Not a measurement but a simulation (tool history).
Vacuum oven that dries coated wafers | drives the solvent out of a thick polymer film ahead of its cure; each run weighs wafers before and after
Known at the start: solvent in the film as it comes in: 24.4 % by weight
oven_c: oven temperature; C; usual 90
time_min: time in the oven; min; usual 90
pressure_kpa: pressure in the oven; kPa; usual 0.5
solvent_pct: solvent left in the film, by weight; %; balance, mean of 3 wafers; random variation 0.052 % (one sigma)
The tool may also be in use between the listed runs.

| run | hour | oven_c | time_min | pressure_kpa | solvent_pct |
|---|---|---|---|---|---|
| 1 | 0 | 90 | 90 | 0.5 | 1.4 |
| 2 | 44.8 | 90 | 90 | 0.5 | 1.48 |
| 3 | 95.2 | 90 | 90 | 0.5 | 1.31 |
| 4 | 148.3 | 90 | 90 | 0.263 | 1.3 |
| 5 | 181 | 90 | 90 | 0.354 | 1.39 |
| 6 | 221.8 | 90 | 90 | 0.5 | 1.51 |
| 7 | 251.9 | 90 | 90 | 0.5 | 1.39 |
| 8 | 306.5 | 90 | 90 | 0.5 | 1.46 |
| 9 | 347.4 | 90 | 90 | 0.5 | 1.37 |
| 10 | 385.7 | 90 | 90 | 0.5 | 1.31 |
| 11 | 444.5 | 90 | 90 | 0.5 | 1.41 |
| 12 | 491.8 | 90 | 90 | 0.5 | 1.42 |
| 13 | 535.7 | 99 | 97 | 1.245 | 0.69 |
| 14 | 585.4 | 99 | 97 | 1.245 | 0.67 |
| 15 | 611.1 | 102 | 82 | 0.469 | 0.33 |
| 16 | 650.3 | 102 | 82 | 1.861 | 0.99 |
| 17 | 687.4 | 83 | 102 | 0.5 | 2.53 |

Run 18 comes next. What will it give?
| 18 | 719.2 | 83 | 102 | 0.5 | ? |

solvent_pct: 2.53 %
Without the tool's hidden state the same run would have given solvent_pct 2.49 %.

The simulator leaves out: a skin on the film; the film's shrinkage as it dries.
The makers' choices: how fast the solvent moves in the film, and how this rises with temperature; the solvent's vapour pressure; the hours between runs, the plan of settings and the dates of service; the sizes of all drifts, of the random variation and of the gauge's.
